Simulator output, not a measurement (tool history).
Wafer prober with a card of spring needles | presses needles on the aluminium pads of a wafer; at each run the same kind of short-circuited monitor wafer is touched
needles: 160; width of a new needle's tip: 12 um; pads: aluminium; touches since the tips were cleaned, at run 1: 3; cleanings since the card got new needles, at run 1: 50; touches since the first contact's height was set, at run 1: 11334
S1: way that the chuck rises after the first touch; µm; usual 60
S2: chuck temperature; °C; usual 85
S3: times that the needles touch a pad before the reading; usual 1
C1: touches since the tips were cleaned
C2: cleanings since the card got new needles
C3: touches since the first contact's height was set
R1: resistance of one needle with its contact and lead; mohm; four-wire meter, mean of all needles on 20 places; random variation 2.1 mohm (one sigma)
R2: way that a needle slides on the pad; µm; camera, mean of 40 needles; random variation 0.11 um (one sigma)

Run 1, day 0.000: usual settings; C1 3; C2 50; C3 11334. Result: R1 234 mohm, R2 12.42 µm.
At day 0.258: tips cleaned on abrasive film.
Run 2, day 0.446: usual settings; C1 1498; C2 51; C3 14855. Result: R1 234 mohm, R2 12.26 µm.
At day 0.521: tips cleaned on abrasive film.
At day 0.767: tips cleaned on abrasive film.
Run 3, day 0.771: usual settings; C1 24; C2 53; C3 17367. Result: R1 234 mohm, R2 12.28 µm.
At day 1.012: tips cleaned on abrasive film.
Run 4, day 1.012: usual settings but S2 49 °C; C1 0; C2 54; C3 19258. Result: R1 226 mohm, R2 12.22 µm.
Run 5, day 1.233: usual settings but S1 42 µm; C1 1780; C2 54; C3 21038. Result: R1 241 mohm, R2 8.52 µm.
At day 1.267: tips cleaned on abrasive film.
At day 1.517: tips cleaned on abrasive film.
Run 6, day 1.625: usual settings but S1 42 µm; C1 870; C2 56; C3 24087. Result: R1 241 mohm, R2 8.68 µm.
At day 1.762: tips cleaned on abrasive film.
At day 2.004: tips cleaned on abrasive film.
Run 7, day 2.033: usual settings but S1 40 µm; C1 235; C2 58; C3 27287. Result: R1 237 mohm, R2 8.22 µm.
At day 2.250: tips cleaned on abrasive film.
Run 8, day 2.383: usual settings but S1 40 µm; C1 1082; C2 59; C3 30055. Result: R1 238 mohm, R2 8.31 µm.
At day 2.492: tips cleaned on abrasive film.
At day 2.767: tips cleaned on abrasive film.
Run 9, day 2.858: usual settings but S1 40 µm, S2 99 °C, S3 2; C1 730; C2 61; C3 33744. Result: R1 238 mohm, R2 8.20 µm.
At day 3.012: tips cleaned on abrasive film.
At day 3.267: tips cleaned on abrasive film.
Run 10, day 3.292: usual settings but S1 40 µm, S2 99 °C, S3 2; C1 191; C2 63; C3 37133. Result: R1 238 mohm, R2 8.19 µm.

Forecast run 11:
At day 3.512: tips cleaned on abrasive film.
Run 11, day 3.688: usual settings but S1 64 µm, S2 110 °C, S3 2; C1 1375; C2 64; C3 40260. Result: R1 ?, R2 ?.

Run 11 gave R1 240 mohm, R2 13.42 µm.
Without the tool's hidden state the same run would have given R1 240 mohm, R2 13.44 µm.
